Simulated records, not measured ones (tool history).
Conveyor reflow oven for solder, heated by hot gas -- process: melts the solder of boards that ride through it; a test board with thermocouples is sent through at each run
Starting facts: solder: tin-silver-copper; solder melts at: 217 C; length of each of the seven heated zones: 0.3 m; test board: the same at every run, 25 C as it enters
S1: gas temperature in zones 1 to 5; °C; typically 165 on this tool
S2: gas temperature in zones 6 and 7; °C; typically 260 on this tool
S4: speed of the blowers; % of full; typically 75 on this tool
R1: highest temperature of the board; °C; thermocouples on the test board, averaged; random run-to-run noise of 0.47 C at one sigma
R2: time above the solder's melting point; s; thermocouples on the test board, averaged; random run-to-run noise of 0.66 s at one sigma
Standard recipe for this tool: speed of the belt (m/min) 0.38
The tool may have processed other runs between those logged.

{"run": 1, "hour": 0.0, "S1": 165, "S2": 260, "speed of the belt (m/min)": 0.38, "S4": 75, "R1": 249.9, "R2": 67.9}
{"run": 2, "hour": 6.4, "S1": 165, "S2": 260, "speed of the belt (m/min)": 0.38, "S4": 75, "R1": 250.7, "R2": 69.7}
{"run": 3, "hour": 15.5, "S1": 165, "S2": 260, "speed of the belt (m/min)": 0.38, "S4": 75, "R1": 251.1, "R2": 68.4}
{"run": 4, "hour": 25.6, "S1": 165, "S2": 260, "speed of the belt (m/min)": 0.38, "S4": 75, "R1": 249.8, "R2": 68.2}
{"run": 5, "hour": 35.8, "S1": 165, "S2": 260, "speed of the belt (m/min)": 0.38, "S4": 53, "R1": 246, "R2": 64}
{"run": 6, "hour": 45.2, "S1": 165, "S2": 260, "speed of the belt (m/min)": 0.38, "S4": 75, "R1": 250.1, "R2": 68.2}
{"run": 7, "hour": 52.8, "S1": 165, "S2": 260, "speed of the belt (m/min)": 0.38, "S4": 75, "R1": 250.6, "R2": 68.5}
{"run": 8, "hour": 63.0, "S1": 165, "S2": 268, "speed of the belt (m/min)": 0.38, "S4": 75, "R1": 257.7, "R2": 74.7}
{"run": 9, "hour": 70.8, "S1": 171, "S2": 268, "speed of the belt (m/min)": 0.38, "S4": 75, "R1": 258, "R2": 77.5}
{"run": 10, "hour": 79.6, "S1": 171, "S2": 268, "speed of the belt (m/min)": 0.38, "S4": 75, "R1": 257.6, "R2": 78.1}
{"run": 11, "hour": 90.9, "S1": 171, "S2": 268, "speed of the belt (m/min)": 0.38, "S4": 75, "R1": 257.9, "R2": 78.1}
{"run": 12, "hour": 97.8, "S1": 165, "S2": 260, "speed of the belt (m/min)": 0.352, "S4": 75, "R1": 251.6, "R2": 75.9}
{"run": 13, "hour": 112.9, "S1": 165, "S2": 253, "speed of the belt (m/min)": 0.331, "S4": 75, "R1": 245.1, "R2": 77.1}
{"run": 14, "hour": 124.1, "S1": 165, "S2": 260, "speed of the belt (m/min)": 0.322, "S4": 83, "R1": 252.9, "R2": 87.4}
{"run": 15, "hour": 132.8, "S1": 165, "S2": 260, "speed of the belt (m/min)": 0.322, "S4": 83, "R1": 254.1, "R2": 88}
{"run": 16, "hour": 146.4, "S1": 165, "S2": 260, "speed of the belt (m/min)": 0.322, "S4": 83, "R1": 255.1, "R2": 89.9}
{"run": 17, "hour": 153.4, "S1": 165, "S2": 260, "speed of the belt (m/min)": 0.322, "S4": 83, "R1": 255.4, "R2": 89.6}
{"run": 18, "hour": 160.1, "S1": 165, "S2": 260, "speed of the belt (m/min)": 0.322, "S4": 83, "R1": 254.1, "R2": 89.9}
{"run": 19, "hour": 174.3, "S1": 165, "S2": 254, "speed of the belt (m/min)": 0.322, "S4": 52, "R1": 244.2, "R2": 77.7}
{"run": 20, "hour": 183.8, "S1": 165, "S2": 253, "speed of the belt (m/min)": 0.38, "S4": 74, "R1": 244, "R2": 64.7}
{"run": 21, "hour": 190.4, "S1": 165, "S2": 260, "speed of the belt (m/min)": 0.323, "S4": 68, "R1": 253.5, "R2": 87.5}
{"run": 22, "hour": 202.3, "S1": 165, "S2": 260, "speed of the belt (m/min)": 0.323, "S4": 68, "R1": 253, "R2": 86.1}
{"run": 23, "hour": 213.5, "S1": 165, "S2": 260, "speed of the belt (m/min)": 0.38, "S4": 56, "R1": 247.4, "R2": 65.7}
{"run": 24, "hour": 226.4, "S1": 165, "S2": 260, "speed of the belt (m/min)": 0.38, "S4": 56, "R1": 247.9, "R2": 65.2}

Missing from the log above: 2 entries noted between runs. For each, name the pair of listed runs it sits between and say how the tool's hidden condition differs from the listed run just before to the listed run just after:
Between runs 12 and 13: flux residue cleaned out of gas plates and filters (hour 103.6)
  heat that the gas passes to the board, % of a clean oven's: 89.7 -> 87.7; belt's true speed, % of the reading: 99.42 -> 99.41; true gas temperature in zones 6 and 7 over the reading, C: -0.89 -> -0.9
  what was measured, less what the result would be without the hidden state, R1: -2.2 -> -2.2 °C; R2: -2.2 -> -3.2 s
Between runs 15 and 16: flux residue cleaned out of gas plates and filters, once more (hour 139.1)
  heat that the gas passes to the board, % of a clean oven's: 87.2 -> 99.7; belt's true speed, % of the reading: 99.39 -> 99.38; true gas temperature in zones 6 and 7 over the reading, C: -0.93 -> -0.94
  what was measured, less what the result would be without the hidden state, R1: -2.3 -> -0.8 °C; R2: -2.6 -> +0 s
